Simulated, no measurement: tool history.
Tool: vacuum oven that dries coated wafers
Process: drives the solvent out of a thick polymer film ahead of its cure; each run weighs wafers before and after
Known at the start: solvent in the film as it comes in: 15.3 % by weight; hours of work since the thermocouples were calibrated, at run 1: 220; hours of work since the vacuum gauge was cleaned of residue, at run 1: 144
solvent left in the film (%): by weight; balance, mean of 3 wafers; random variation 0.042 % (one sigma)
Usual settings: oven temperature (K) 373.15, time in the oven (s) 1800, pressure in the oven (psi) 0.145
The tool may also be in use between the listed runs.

run,hour,oven temperature (K),time in the oven (s),pressure in the oven (psi),hours of work since the thermocouples were calibrated,hours of work since the vacuum gauge was cleaned of residue,solvent left in the film (%)
1,0.0,373.15,1800,0.145,220,144,1.25
2,9.8,373.15,1740,0.145,224,148,1.37
3,15.3,373.15,1740,0.145,226,150,1.37
4,21.3,379.15,1800,0.145,229,153,0.67
5,30.8,379.15,1800,0.145,232,157,0.63
6,36.2,379.15,1800,0.145,235,159,0.61
7,47.2,373.15,2520,0.145,239,164,0.76
8,52.7,373.15,1800,0.145,242,166,1.33
9,62.3,373.15,1800,0.145,245,170,1.27
# hour 65.4: oven's thermocouples calibrated
10,76.8,373.15,1800,0.145,5,175,1.32
11,83.4,373.15,2700,0.109,7,178,0.54
12,90.1,373.15,2700,0.367,10,181,1.12
# hour 95.4: oven's thermocouples calibrated, once more
13,102.4,377.15,1800,0.540,3,185,1.65
14,112.1,381.15,1680,0.278,7,189,0.81
15,119.2,365.15,2040,0.251,10,192,2.68
16,129.9,365.15,2040,0.251,14,196,2.68
17,138.5,373.15,1260,0.088,18,200,2.16
18,147.0,373.15,1260,0.088,21,203,2.09
19,159.1,364.15,2280,0.145,26,208,2.21
20,170.7,364.15,2280,0.145,31,213,2.25

Forecast each of these 5 alternatives for the next run:
A,177.6,381.15,2340,0.145,34,216,?
B,177.6,373.15,2520,0.251,34,216,?
C,177.6,373.15,1380,0.170,34,216,?
D,177.6,364.15,960,0.222,34,216,?
E,177.6,363.15,1560,0.117,34,216,?

run,solvent left in the film (%)
A,0.41
B,1.02
C,1.98
D,5.88
E,3.85
Without the tool's hidden state the same runs would have given:
run,solvent left in the film (%)
A,0.38
B,0.98
C,1.93
D,5.81
E,3.78
